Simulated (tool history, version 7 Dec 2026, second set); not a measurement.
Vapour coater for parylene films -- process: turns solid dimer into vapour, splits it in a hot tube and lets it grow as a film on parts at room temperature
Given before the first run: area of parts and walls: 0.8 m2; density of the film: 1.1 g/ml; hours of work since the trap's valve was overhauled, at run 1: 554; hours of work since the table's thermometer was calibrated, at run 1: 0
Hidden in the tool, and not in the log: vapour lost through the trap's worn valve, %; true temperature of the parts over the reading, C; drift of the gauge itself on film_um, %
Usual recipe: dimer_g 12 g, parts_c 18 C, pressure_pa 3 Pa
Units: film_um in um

| run | hour | dimer_g | parts_c | pressure_pa | hours of work since the trap's valve was overhauled | hours of work since the table's thermometer was calibrated | film_um |
|---|---|---|---|---|---|---|---|
| 1 | 0 | 12 | 18 | 3 | 554 | 0 | 6.96 |
| 2 | 29 | 12 | 18 | 7.51 | 579 | 25 | 5.64 |
| 3 | 63.5 | 12 | 18 | 7.51 | 609 | 54 | 5.54 |
| 4 | 126.8 | 12 | 18 | 7.51 | 663 | 109 | 5.57 |
|  | 151.5 | trap's valve overhauled |
| 5 | 164.4 | 12 | 18 | 7.51 | 11 | 138 | 6.11 |
| 6 | 226.6 | 12 | 18 | 7.51 | 64 | 191 | 6.06 |
| 7 | 257.4 | 12 | 18 | 7.51 | 91 | 217 | 6.09 |
| 8 | 307 | 12 | 18 | 7.51 | 133 | 260 | 6 |
| 9 | 348 | 12 | 18 | 7.51 | 169 | 295 | 5.91 |
| 10 | 410.1 | 12 | 18 | 7.51 | 222 | 349 | 5.86 |
| 11 | 450.2 | 12 | 18 | 7.51 | 256 | 383 | 5.83 |
| 12 | 506.6 | 12 | 18 | 7.51 | 305 | 431 | 5.71 |
| 13 | 554.4 | 12 | 18 | 7.51 | 346 | 472 | 5.65 |
| 14 | 607.3 | 12 | 18 | 2.62 | 391 | 518 | 7.27 |
| 15 | 662 | 12 | 18 | 2.62 | 438 | 565 | 7.08 |
| 16 | 708.8 | 12 | 13 | 3 | 478 | 605 | 8.71 |
| 17 | 766.5 | 12 | 13 | 3 | 528 | 654 | 8.53 |
| 18 | 794.8 | 12 | 13 | 3 | 552 | 679 | 8.57 |
| 19 | 858.2 | 12 | 13 | 3 | 607 | 733 | 8.36 |
| 20 | 886.2 | 12 | 18 | 2.39 | 631 | 757 | 6.97 |
| 21 | 937.9 | 12 | 18 | 2.39 | 675 | 802 | 6.97 |
|  | 946.3 | trap's valve overhauled |
| 22 | 969.7 | 12 | 18 | 3 | 20 | 825 | 7.32 |
| 23 | 1024 | 12 | 24 | 3 | 67 | 872 | 5.37 |
| 24 | 1082.9 | 12 | 18 | 9.7 | 117 | 923 | 5.51 |
| 25 | 1113.7 | 12 | 28 | 3 | 144 | 949 | 4.4 |
|  | 1125.6 | table's thermometer calibrated |
| 26 | 1166.5 | 17 | 28 | 2.84 | 188 | 35 | 6.7 |
| 27 | 1202.3 | 7 | 13 | 2.84 | 219 | 66 | 5.56 |
| 28 | 1236.4 | 9 | 13 | 11.14 | 248 | 95 | 5.12 |
| 29 | 1300.3 | 9 | 13 | 11.14 | 303 | 150 | 5.13 |
| 30 | 1344.4 | 7 | 10 | 4.17 | 341 | 188 | 5.57 |
| 31 | 1377.5 | 12 | 18 | 2.76 | 369 | 216 | 7.29 |
| 32 | 1412.4 | 15 | 18 | 2.79 | 399 | 246 | 9.06 |
| 33 | 1442.4 | 12 | 22 | 3.2 | 425 | 272 | 5.74 |
| 34 | 1493.7 | 8 | 24 | 3 | 469 | 316 | 3.53 |
| 35 | 1553.1 | 8 | 24 | 3 | 520 | 367 | 3.47 |
| 36 | 1607 | 6 | 22 | 6.68 | 566 | 413 | 2.36 |
| 37 | 1672.3 | 22 | 15 | 8.87 | 622 | 469 | 11.13 |
|  | 1740.7 | trap's valve overhauled |
| 38 | 1740.7 | 22 | 15 | 8.87 | 0 | 525 | 12.2 |
| 39 | 1804.7 | 22 | 15 | 8.87 | 55 | 579 | 11.97 |
| 40 | 1851.1 | 22 | 15 | 8.87 | 95 | 619 | 11.8 |
| 41 | 1902.6 | 11 | 14 | 8.74 | 139 | 663 | 6.18 |
| 42 | 1963 | 12 | 19 | 3 | 191 | 715 | 6.76 |
| 43 | 2006.4 | 12 | 18 | 6.35 | 228 | 753 | 5.99 |

Run 44 comes next. What will it give?
| 44 | 2048.7 | 12 | 17 | 3 | 264 | 789 | ? |

Run 44 came out at film_um 7.3 um.
The same run, on a tool lacking any hidden state, would have yielded film_um 8.01 um.
